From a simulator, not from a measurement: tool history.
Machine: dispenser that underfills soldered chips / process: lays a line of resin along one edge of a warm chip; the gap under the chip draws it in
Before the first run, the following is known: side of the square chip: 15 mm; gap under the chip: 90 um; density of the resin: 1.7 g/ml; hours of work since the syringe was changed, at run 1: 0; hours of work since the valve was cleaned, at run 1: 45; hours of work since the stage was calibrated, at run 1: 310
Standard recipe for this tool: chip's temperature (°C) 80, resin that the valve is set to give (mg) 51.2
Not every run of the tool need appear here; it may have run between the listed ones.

run     day  chip's temperature (°C)  resin that the valve is set to give (mg)  hours of work since the syringe was changed  hours of work since the valve was cleaned  hours of work since the stage was calibrated  time until the resin shows at the far edge (s)  resin that the valve gave (mg)
  1   0.000                       80                                      51.2                                            0                                         45                                           310                                            63.4                           49.53
  2   0.404                       85                                      51.2                                            7                                         52                                           317                                            84.8                           49.06
      0.488  -- new syringe of resin
  3   0.712                       78                                      51.2                                            4                                         57                                           322                                            87.7                           49.49
  4   0.938                       78                                      51.2                                            8                                         62                                           326                                           113.2                           49.25
      0.992  -- new syringe of resin
  5   1.392                       80                                      51.2                                            7                                         69                                           334                                            98.3                           48.78
      1.492  -- new syringe of resin
  6   1.746                       80                                      51.2                                            5                                         76                                           341                                            83.0                           48.31
      1.821  -- dispensing valve cleaned and set on the balance
      2.025  -- new syringe of resin
  7   2.104                       80                                      45.7                                            1                                          5                                           346                                            70.5                           45.72
      2.496  -- new syringe of resin
  8   2.588                       80                                      51.2                                            2                                         13                                           354                                            69.3                           51.15
  9   2.875                       80                                      51.2                                            7                                         19                                           360                                            95.9                           50.58
      2.979  -- new syringe of resin
 10   3.150                       80                                      51.2                                            3                                         23                                           364                                            75.2                           50.63
      3.454  -- new syringe of resin
 11   3.546                       80                                      51.2                                            2                                         30                                           371                                            67.1                           50.29
 12   3.775                       89                                      51.2                                            6                                         34                                           375                                            63.5                           50.56
      3.938  -- new syringe of resin
 13   4.188                       89                                      51.2                                            5                                         42                                           383                                            57.2                           49.84
      4.421  -- new syringe of resin
 14   4.588                       89                                      51.2                                            3                                         49                                           390                                            51.3                           49.79
      4.900  -- new syringe of resin
 15   4.900                       89                                      51.2                                            0                                         54                                           395                                            43.9                           49.50
 16   5.325                       89                                      51.2                                            8                                         62                                           403                                            73.0                           49.20
      5.379  -- new syringe of resin
 17   5.617                       80                                      49.9                                            4                                         67                                           408                                            82.1                           47.37
      5.850  -- new syringe of resin
 18   5.921                       80                                      49.9                                            1                                         72                                           413                                            65.7                           47.74
      6.221  -- dispensing valve cleaned and set on the balance
      6.358  -- new syringe of resin
 19   6.450                       66                                      49.9                                            2                                          4                                           422                                           117.8                           49.64
 20   6.808                       66                                      49.9                                            8                                         10                                           428                                           179.3                           49.67
      6.850  -- new syringe of resin
 21   7.296                       66                                      49.9                                            8                                         19                                           437                                           182.2                           49.47
      7.342  -- new syringe of resin
 22   7.708                       78                                      53.3                                            7                                         26                                           444                                           100.5                           52.15
      7.825  -- new syringe of resin
 23   8.154                       82                                      66.4                                            6                                         34                                           452                                            80.2                           64.89
      8.300  -- new syringe of resin
 24   8.367                       87                                      64.3                                            1                                         38                                           455                                            47.4                           62.87
      8.771  -- new syringe of resin
 25   8.821                       87                                      44.0                                            1                                         46                                           463                                            50.0                           42.84
      9.254  -- new syringe of resin
 26   9.312                       86                                      54.6                                            1                                         54                                           472                                            49.7                           52.06
 27   9.558                       80                                      54.8                                            6                                         59                                           476                                            84.2                           52.77
      9.746  -- new syringe of resin
 28   9.788                       67                                      52.3                                            1                                         63                                           480                                           104.8                           50.05
 29   9.983                       67                                      52.3                                            4                                         66                                           484                                           133.7                           49.79
     10.217  -- new syringe of resin
 30  10.375                       65                                      51.3                                            3                                         73                                           491                                           129.6                           48.53
     10.588  -- dispensing valve cleaned and set on the balance
     10.733  -- new syringe of resin
 31  10.825                       65                                      51.3                                            2                                          4                                           498                                           121.4                           50.99
     11.238  -- new syringe of resin
 32  11.258                       74                                      59.7                                            0                                         12                                           505                                            73.6                           59.08
 33  11.642                       74                                      59.7                                            7                                         19                                           512                                           119.4                           59.05
     11.712  -- new syringe of resin
 34  11.888                       81                                      61.7                                            3                                         23                                           517                                            68.9                           60.33
 35  12.092                       66                                      45.8                                            7                                         27                                           520                                           171.3                           45.22

For each entry between runs, how does the tool's hidden state at the last listed run before it compare with that at the first listed run after it?
After run 2, before run 3: new syringe of resin (day 0.488)
  resin's viscosity, % of fresh resin's: 165.8 -> 132; dose that the valve gives, % of what is set: 96.39 -> 96; true chip temperature over the reading, C: 1.87 -> 1.9
  measured result minus the result with no hidden state, time until the resin shows at the far edge (s): +30.1 -> +16.6; resin that the valve gave (mg): -1.84 -> -2.06
After run 4, before run 5: new syringe of resin (day 0.992)
  resin's viscosity, % of fresh resin's: 173 -> 160.4; dose that the valve gives, % of what is set: 95.71 -> 95.16; true chip temperature over the reading, C: 1.92 -> 1.97
  measured result minus the result with no hidden state, time until the resin shows at the far edge (s): +43.1 -> +32.6; resin that the valve gave (mg): -2.21 -> -2.48
After run 5, before run 6: new syringe of resin (day 1.492)
  resin's viscosity, % of fresh resin's: 160.4 -> 135.9; dose that the valve gives, % of what is set: 95.16 -> 94.71; true chip temperature over the reading, C: 1.97 -> 2.01
  measured result minus the result with no hidden state, time until the resin shows at the far edge (s): +32.6 -> +17.6; resin that the valve gave (mg): -2.48 -> -2.70
After run 6, before run 7: dispensing valve cleaned and set on the balance (day 1.821); new syringe of resin (day 2.025)
  resin's viscosity, % of fresh resin's: 135.9 -> 112.3; dose that the valve gives, % of what is set: 94.71 -> 100.01; true chip temperature over the reading, C: 2.01 -> 2.04
  measured result minus the result with no hidden state, time until the resin shows at the far edge (s): +17.6 -> +2.5; resin that the valve gave (mg): -2.70 -> +0.00
After run 7, before run 8: new syringe of resin (day 2.496)
  resin's viscosity, % of fresh resin's: 112.3 -> 112.7; dose that the valve gives, % of what is set: 100.01 -> 99.36; true chip temperature over the reading, C: 2.04 -> 2.09
  measured result minus the result with no hidden state, time until the resin shows at the far edge (s): +2.5 -> +2.6; resin that the valve gave (mg): +0.00 -> -0.33
After run 9, before run 10: new syringe of resin (day 2.979)
  resin's viscosity, % of fresh resin's: 159.1 -> 123.7; dose that the valve gives, % of what is set: 99 -> 98.7; true chip temperature over the reading, C: 2.12 -> 2.15
  measured result minus the result with no hidden state, time until the resin shows at the far edge (s): +30.6 -> +9.1; resin that the valve gave (mg): -0.51 -> -0.67
After run 10, before run 11: new syringe of resin (day 3.454)
  resin's viscosity, % of fresh resin's: 123.7 -> 110.1; dose that the valve gives, % of what is set: 98.7 -> 98.23; true chip temperature over the reading, C: 2.15 -> 2.2
  measured result minus the result with no hidden state, time until the resin shows at the far edge (s): +9.1 -> +0.9; resin that the valve gave (mg): -0.67 -> -0.91
After run 12, before run 13: new syringe of resin (day 3.938)
  resin's viscosity, % of fresh resin's: 145.4 -> 133.1; dose that the valve gives, % of what is set: 97.92 -> 97.37; true chip temperature over the reading, C: 2.22 -> 2.26
  measured result minus the result with no hidden state, time until the resin shows at the far edge (s): +16.2 -> +10.7; resin that the valve gave (mg): -1.08 -> -1.34
After run 13, before run 14: new syringe of resin (day 4.421)
  resin's viscosity, % of fresh resin's: 133.1 -> 121.6; dose that the valve gives, % of what is set: 97.37 -> 96.83; true chip temperature over the reading, C: 2.26 -> 2.3
  measured result minus the result with no hidden state, time until the resin shows at the far edge (s): +10.7 -> +5.6; resin that the valve gave (mg): -1.34 -> -1.62
After run 14, before run 15: new syringe of resin (day 4.900)
  resin's viscosity, % of fresh resin's: 121.6 -> 99.7; dose that the valve gives, % of what is set: 96.83 -> 96.43; true chip temperature over the reading, C: 2.3 -> 2.34
  measured result minus the result with no hidden state, time until the resin shows at the far edge (s): +5.6 -> -3.8; resin that the valve gave (mg): -1.62 -> -1.83
After run 16, before run 17: new syringe of resin (day 5.379)
  resin's viscosity, % of fresh resin's: 166.6 -> 133.1; dose that the valve gives, % of what is set: 95.86 -> 95.53; true chip temperature over the reading, C: 2.38 -> 2.42
  measured result minus the result with no hidden state, time until the resin shows at the far edge (s): +25.4 -> +15.0; resin that the valve gave (mg): -2.12 -> -2.22
After run 17, before run 18: new syringe of resin (day 5.850)
  resin's viscosity, % of fresh resin's: 133.1 -> 109.1; dose that the valve gives, % of what is set: 95.53 -> 95.13; true chip temperature over the reading, C: 2.42 -> 2.45
  measured result minus the result with no hidden state, time until the resin shows at the far edge (s): +15.0 -> +0.1; resin that the valve gave (mg): -2.22 -> -2.45
After run 18, before run 19: dispensing valve cleaned and set on the balance (day 6.221); new syringe of resin (day 6.358)
  resin's viscosity, % of fresh resin's: 109.1 -> 111; dose that the valve gives, % of what is set: 95.13 -> 99.87; true chip temperature over the reading, C: 2.45 -> 2.51
  measured result minus the result with no hidden state, time until the resin shows at the far edge (s): +0.1 -> -0.2; resin that the valve gave (mg): -2.45 -> -0.06
After run 20, before run 21: new syringe of resin (day 6.850)
  resin's viscosity, % of fresh resin's: 170.4 -> 170.9; dose that the valve gives, % of what is set: 99.39 -> 98.78; true chip temperature over the reading, C: 2.55 -> 2.61
  measured result minus the result with no hidden state, time until the resin shows at the far edge (s): +62.1 -> +63.5; resin that the valve gave (mg): -0.30 -> -0.61
After run 21, before run 22: new syringe of resin (day 7.342)
  resin's viscosity, % of fresh resin's: 170.9 -> 156.9; dose that the valve gives, % of what is set: 98.78 -> 98.22; true chip temperature over the reading, C: 2.61 -> 2.65
  measured result minus the result with no hidden state, time until the resin shows at the far edge (s): +63.5 -> +29.5; resin that the valve gave (mg): -0.61 -> -0.95
After run 22, before run 23: new syringe of resin (day 7.825)
  resin's viscosity, % of fresh resin's: 156.9 -> 149.2; dose that the valve gives, % of what is set: 98.22 -> 97.61; true chip temperature over the reading, C: 2.65 -> 2.7
  measured result minus the result with no hidden state, time until the resin shows at the far edge (s): +29.5 -> +20.7; resin that the valve gave (mg): -0.95 -> -1.59
After run 23, before run 24: new syringe of resin (day 8.300)
  resin's viscosity, % of fresh resin's: 149.2 -> 106.2; dose that the valve gives, % of what is set: 97.61 -> 97.34; true chip temperature over the reading, C: 2.7 -> 2.73
  measured result minus the result with no hidden state, time until the resin shows at the far edge (s): +20.7 -> -2.0; resin that the valve gave (mg): -1.59 -> -1.72
After run 24, before run 25: new syringe of resin (day 8.771)
  resin's viscosity, % of fresh resin's: 106.2 -> 105.7; dose that the valve gives, % of what is set: 97.34 -> 96.79; true chip temperature over the reading, C: 2.73 -> 2.78
  measured result minus the result with no hidden state, time until the resin shows at the far edge (s): -2.0 -> -2.0; resin that the valve gave (mg): -1.72 -> -1.42
After run 25, before run 26: new syringe of resin (day 9.254)
  resin's viscosity, % of fresh resin's: 105.7 -> 106.5; dose that the valve gives, % of what is set: 96.79 -> 96.16; true chip temperature over the reading, C: 2.78 -> 2.83
  measured result minus the result with no hidden state, time until the resin shows at the far edge (s): -2.0 -> -1.9; resin that the valve gave (mg): -1.42 -> -2.08
After run 27, before run 28: new syringe of resin (day 9.746)
  resin's viscosity, % of fresh resin's: 143.3 -> 107.5; dose that the valve gives, % of what is set: 95.85 -> 95.58; true chip temperature over the reading, C: 2.86 -> 2.89
  measured result minus the result with no hidden state, time until the resin shows at the far edge (s): +18.8 -> -4.5; resin that the valve gave (mg): -2.29 -> -2.31
After run 29, before run 30: new syringe of resin (day 10.217)
  resin's viscosity, % of fresh resin's: 136.1 -> 121.1; dose that the valve gives, % of what is set: 95.3 -> 94.81; true chip temperature over the reading, C: 2.91 -> 2.95
  measured result minus the result with no hidden state, time until the resin shows at the far edge (s): +23.6 -> +9.5; resin that the valve gave (mg): -2.45 -> -2.65
After run 30, before run 31: dispensing valve cleaned and set on the balance (day 10.588); new syringe of resin (day 10.733)
  resin's viscosity, % of fresh resin's: 121.1 -> 113.4; dose that the valve gives, % of what is set: 94.81 -> 99.73; true chip temperature over the reading, C: 2.95 -> 2.99
  measured result minus the result with no hidden state, time until the resin shows at the far edge (s): +9.5 -> -0.2; resin that the valve gave (mg): -2.65 -> -0.14
After run 31, before run 32: new syringe of resin (day 11.238)
  resin's viscosity, % of fresh resin's: 113.4 -> 102.1; dose that the valve gives, % of what is set: 99.73 -> 99.16; true chip temperature over the reading, C: 2.99 -> 3.04
  measured result minus the result with no hidden state, time until the resin shows at the far edge (s): -0.2 -> -7.8; resin that the valve gave (mg): -0.14 -> -0.50
After run 33, before run 34: new syringe of resin (day 11.712)
  resin's viscosity, % of fresh resin's: 162 -> 124.7; dose that the valve gives, % of what is set: 98.65 -> 98.35; true chip temperature over the reading, C: 3.08 -> 3.11
  measured result minus the result with no hidden state, time until the resin shows at the far edge (s): +36.1 -> +6.7; resin that the valve gave (mg): -0.81 -> -1.01

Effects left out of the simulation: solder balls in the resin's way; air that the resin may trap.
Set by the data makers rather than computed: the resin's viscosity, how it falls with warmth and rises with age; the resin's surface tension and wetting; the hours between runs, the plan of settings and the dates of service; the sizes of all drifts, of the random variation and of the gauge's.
